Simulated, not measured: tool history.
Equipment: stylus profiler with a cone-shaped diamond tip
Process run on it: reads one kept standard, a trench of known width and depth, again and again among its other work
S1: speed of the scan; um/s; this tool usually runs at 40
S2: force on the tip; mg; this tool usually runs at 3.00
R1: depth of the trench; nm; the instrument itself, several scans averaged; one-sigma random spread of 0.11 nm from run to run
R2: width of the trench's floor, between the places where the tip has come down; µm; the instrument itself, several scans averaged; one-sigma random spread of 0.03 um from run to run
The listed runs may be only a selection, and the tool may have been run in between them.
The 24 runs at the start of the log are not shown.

| run | hour | S1 | S2 | R1 | R2 |
|---|---|---|---|---|---|
| 25 | 1491.4 | 31 | 2.94 | 202.01 | 47.77 |
| 26 | 1573.1 | 31 | 2.94 | 201.95 | 47.73 |
| 27 | 1623.4 | 36 | 2.08 | 201.69 | 47.74 |
| 28 | 1700.3 | 36 | 2.08 | 201.74 | 47.73 |
| 29 | 1748.1 | 14 | 1.57 | 201.50 | 47.79 |
| 30 | 1790.0 | 40 | 5.90 | 202.70 | 47.76 |
| 31 | 1844.8 | 114 | 1.06 | 201.42 | 47.32 |
| 32 | 1924.9 | 114 | 1.06 | 201.56 | 47.32 |
| 33 | 1999.1 | 23 | 3.42 | 202.04 | 47.79 |
| 34 | 2053.6 | 40 | 5.09 | 202.62 | 47.73 |

Each row is a separate what-if for the run after 34, all from the same tool condition, not one after another. Results?
| A | 2097.2 | 70 | 5.09 | ? | ? |
| B | 2097.2 | 60 | 5.63 | ? | ? |
| C | 2097.2 | 27 | 8.26 | ? | ? |

| run | R1 | R2 |
|---|---|---|
| A | 202.65 | 47.67 |
| B | 202.58 | 47.66 |
| C | 203.18 | 47.74 |
Without the tool's unlogged condition, the same runs would have read:
| run | R1 | R2 |
|---|---|---|
| A | 201.76 | 47.90 |
| B | 201.69 | 47.89 |
| C | 202.29 | 47.97 |
